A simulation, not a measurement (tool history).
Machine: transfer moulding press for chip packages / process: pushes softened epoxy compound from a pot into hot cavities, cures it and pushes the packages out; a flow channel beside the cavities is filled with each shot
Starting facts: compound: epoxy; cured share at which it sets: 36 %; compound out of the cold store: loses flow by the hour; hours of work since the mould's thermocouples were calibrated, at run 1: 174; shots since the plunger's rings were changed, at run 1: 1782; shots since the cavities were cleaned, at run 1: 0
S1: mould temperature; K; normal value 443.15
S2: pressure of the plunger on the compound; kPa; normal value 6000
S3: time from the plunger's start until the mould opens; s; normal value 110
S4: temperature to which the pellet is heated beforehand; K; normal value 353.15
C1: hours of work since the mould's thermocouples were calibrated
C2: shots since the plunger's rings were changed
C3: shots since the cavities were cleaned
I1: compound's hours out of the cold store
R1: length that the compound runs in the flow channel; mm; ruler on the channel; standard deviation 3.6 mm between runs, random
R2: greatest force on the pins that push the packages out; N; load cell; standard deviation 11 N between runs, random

run,hour,S1,S2,S3,S4,C1,C2,C3,I1,R1,R2
1,0.0,443.15,6000,110,353.15,174,1782,0,25.8,601,494
2,10.6,443.15,6000,110,353.15,181,1919,137,34.4,572,601
3,21.1,443.15,6000,110,353.15,189,2055,273,45.7,546,662
4,26.1,443.15,6000,110,353.15,192,2118,336,47.6,535,685
5,36.1,443.15,6000,110,353.15,199,2247,465,14.5,626,787
# hour 46.7: cavities cleaned with cleaning compound and waxed
6,46.7,443.15,6000,110,353.15,206,2365,0,9.5,634,1097
7,52.0,443.15,6110,110,353.15,210,2433,68,26.1,598,1044
8,58.9,443.15,6110,110,353.15,215,2522,157,22.4,603,1056
9,64.0,443.15,6110,110,353.15,218,2588,223,35.1,564,998
10,71.2,443.15,6110,110,353.15,224,2680,315,34.0,569,1014
11,81.1,443.15,5290,110,353.15,231,2808,443,40.4,516,1017
# hour 90.6: cavities cleaned with cleaning compound and waxed, once more
12,92.9,443.15,6000,106,353.15,238,2941,30,45.3,529,520
13,100.2,443.15,6000,110,353.15,243,3035,124,15.2,610,589
14,108.6,443.15,6000,110,353.15,249,3143,232,14.5,604,668
15,114.1,443.15,6000,110,353.15,253,3214,303,14.4,613,708
16,121.2,451.15,4670,110,352.15,258,3305,394,26.9,494,627
# hour 130.8: plunger's sealing rings changed
17,132.8,445.15,4900,106,353.15,265,26,511,45.6,503,734
18,137.6,445.15,4900,106,353.15,268,88,573,22.8,556,820
# hour 140.0: cavities cleaned with cleaning compound and waxed
19,149.0,448.15,5910,106,353.15,275,215,116,45.2,547,511
20,153.9,439.15,6140,110,345.15,279,279,180,26.9,627,824
21,160.8,439.15,5170,102,356.15,284,368,269,11.8,611,1087
22,171.6,439.15,5170,102,356.15,291,507,408,21.7,590,1159
23,179.5,450.15,5170,105,357.15,297,608,509,9.3,581,665
24,184.7,444.15,6000,91,362.15,301,676,577,20.0,619,1087
# hour 186.9: cavities cleaned with cleaning compound and waxed
25,195.7,440.15,4920,140,354.15,308,797,113,45.8,514,503
26,206.8,445.15,6060,140,354.15,316,941,257,36.8,574,557
27,217.6,443.15,6620,109,353.15,323,1080,396,19.0,649,780
28,224.7,443.15,6620,109,353.15,328,1171,487,20.0,656,799
# hour 234.0: cavities cleaned with cleaning compound and waxed
29,234.0,443.15,6620,109,353.15,334,1272,0,47.8,577,457

Each row is a separate what-if for the run after 29, all from the same tool condition, not one after another. Results?
A,243.7,449.15,6620,109,359.15,341,1397,125,25.3,?,?
B,243.7,443.15,6620,99,361.15,341,1397,125,23.1,?,?
C,243.7,448.15,5200,93,353.15,341,1397,125,40.4,?,?
D,243.7,443.15,4900,104,353.15,341,1397,125,24.8,?,?

run,R1,R2
A,609,476
B,636,666
C,511,559
D,544,640
Had the tool no hidden state, the same runs would have come out as:
run,R1,R2
A,628,393
B,656,570
C,527,471
D,561,545

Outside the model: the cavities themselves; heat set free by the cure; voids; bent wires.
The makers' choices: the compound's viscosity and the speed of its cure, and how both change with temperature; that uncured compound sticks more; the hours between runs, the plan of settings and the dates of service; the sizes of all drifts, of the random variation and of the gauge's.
